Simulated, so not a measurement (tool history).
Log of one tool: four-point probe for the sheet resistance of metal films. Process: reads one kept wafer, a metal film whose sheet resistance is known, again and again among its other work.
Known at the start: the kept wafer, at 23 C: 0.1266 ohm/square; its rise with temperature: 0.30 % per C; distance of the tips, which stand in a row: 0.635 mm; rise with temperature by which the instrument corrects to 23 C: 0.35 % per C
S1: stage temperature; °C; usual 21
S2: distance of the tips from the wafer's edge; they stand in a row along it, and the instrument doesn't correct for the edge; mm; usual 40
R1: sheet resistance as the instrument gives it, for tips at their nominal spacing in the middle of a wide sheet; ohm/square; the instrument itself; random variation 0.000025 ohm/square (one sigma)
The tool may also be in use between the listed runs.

{"run": 1, "hour": 0.0, "S1": 21, "S2": 40, "R1": 0.126914}
{"run": 2, "hour": 31.7, "S1": 21, "S2": 40, "R1": 0.126898}
{"run": 3, "hour": 64.4, "S1": 21, "S2": 6, "R1": 0.127694}
{"run": 4, "hour": 93.5, "S1": 21, "S2": 6, "R1": 0.127646}
{"run": 5, "hour": 132.5, "S1": 21, "S2": 6, "R1": 0.127673}
{"run": 6, "hour": 152.7, "S1": 21, "S2": 6, "R1": 0.127608}
{"run": 7, "hour": 184.9, "S1": 21, "S2": 6, "R1": 0.127625}
{"run": 8, "hour": 218.1, "S1": 21, "S2": 6, "R1": 0.127623}
{"run": 9, "hour": 244.9, "S1": 21, "S2": 6, "R1": 0.127591}
{"run": 10, "hour": 264.7, "S1": 21, "S2": 6, "R1": 0.127585}
{"run": 11, "hour": 302.6, "S1": 21, "S2": 6, "R1": 0.12759}
{"run": 12, "hour": 330.8, "S1": 21, "S2": 17, "R1": 0.126894}
{"run": 13, "hour": 352.6, "S1": 21, "S2": 17, "R1": 0.126887}
{"run": 14, "hour": 394.6, "S1": 21, "S2": 17, "R1": 0.126893}
{"run": 15, "hour": 425.7, "S1": 21, "S2": 17, "R1": 0.126787}
{"run": 16, "hour": 466.9, "S1": 21, "S2": 17, "R1": 0.126805}
{"run": 17, "hour": 496.0, "S1": 21, "S2": 17, "R1": 0.12676}
{"run": 18, "hour": 536.0, "S1": 21, "S2": 17, "R1": 0.12676}
{"hour": 540.0, "done": "stage's thermometer calibrated"}
{"run": 19, "hour": 577.7, "S1": 21, "S2": 14, "R1": 0.126676}
{"run": 20, "hour": 603.3, "S1": 21, "S2": 14, "R1": 0.126667}
{"run": 21, "hour": 644.4, "S1": 21, "S2": 14, "R1": 0.126614}
{"run": 22, "hour": 685.5, "S1": 21, "S2": 14, "R1": 0.126615}
{"hour": 693.3, "done": "stage's thermometer calibrated, once more"}
{"run": 23, "hour": 726.1, "S1": 26, "S2": 24, "R1": 0.126365}
{"run": 24, "hour": 756.8, "S1": 20, "S2": 39, "R1": 0.1268}
{"run": 25, "hour": 781.3, "S1": 20, "S2": 39, "R1": 0.126828}
{"run": 26, "hour": 815.6, "S1": 33, "S2": 39, "R1": 0.125862}
{"run": 27, "hour": 847.8, "S1": 18, "S2": 39, "R1": 0.1269}
{"run": 28, "hour": 882.7, "S1": 30, "S2": 4, "R1": 0.127708}
{"run": 29, "hour": 901.0, "S1": 25, "S2": 6, "R1": 0.127111}
{"run": 30, "hour": 926.3, "S1": 18, "S2": 6, "R1": 0.127628}
{"run": 31, "hour": 964.5, "S1": 21, "S2": 3, "R1": 0.129557}
{"run": 32, "hour": 993.3, "S1": 21, "S2": 3, "R1": 0.129614}
{"run": 33, "hour": 1033.0, "S1": 18, "S2": 36, "R1": 0.126839}
{"run": 34, "hour": 1074.8, "S1": 21, "S2": 41, "R1": 0.126589}
{"run": 35, "hour": 1107.0, "S1": 21, "S2": 41, "R1": 0.126553}
{"run": 36, "hour": 1144.6, "S1": 24, "S2": 40, "R1": 0.126319}
{"run": 37, "hour": 1169.8, "S1": 20, "S2": 6, "R1": 0.127332}
{"run": 38, "hour": 1209.5, "S1": 20, "S2": 6, "R1": 0.127338}
{"run": 39, "hour": 1248.9, "S1": 18, "S2": 69, "R1": 0.126707}
{"run": 40, "hour": 1282.1, "S1": 18, "S2": 69, "R1": 0.126648}
{"run": 41, "hour": 1300.6, "S1": 18, "S2": 69, "R1": 0.126688}
{"run": 42, "hour": 1331.2, "S1": 18, "S2": 69, "R1": 0.12664}
{"run": 43, "hour": 1370.0, "S1": 20, "S2": 5, "R1": 0.127566}
{"run": 44, "hour": 1394.3, "S1": 20, "S2": 5, "R1": 0.12758}

The same runs without the tool's hidden state, with the same run-to-run variation:
The hidden state here: inner tips' distance over the nominal, %; tips' flats over new ones', %; wafer's true temperature over the reading, C; drift of the gauge itself on sheet_ohm, %.
run=1 R1=0.126713
run=2 R1=0.126712
run=3 R1=0.127524
run=4 R1=0.127493
run=5 R1=0.127541
run=6 R1=0.127488
run=7 R1=0.127522
run=8 R1=0.127538
run=9 R1=0.127521
run=10 R1=0.127525
run=11 R1=0.127548
run=12 R1=0.126868
run=13 R1=0.126872
run=14 R1=0.126900
run=15 R1=0.126811
run=16 R1=0.126851
run=17 R1=0.126822
run=18 R1=0.126843
run=19 R1=0.126879
run=20 R1=0.126884
run=21 R1=0.126853
run=22 R1=0.126877
run=23 R1=0.126372
run=24 R1=0.126824
run=25 R1=0.126864
run=26 R1=0.125915
run=27 R1=0.126971
run=28 R1=0.127798
run=29 R1=0.127210
run=30 R1=0.127741
run=31 R1=0.129693
run=32 R1=0.129766
run=33 R1=0.127010
run=34 R1=0.126779
run=35 R1=0.126760
run=36 R1=0.126546
run=37 R1=0.127575
run=38 R1=0.127604
run=39 R1=0.126992
run=40 R1=0.126952
run=41 R1=0.127003
run=42 R1=0.126972
run=43 R1=0.127921
run=44 R1=0.127948
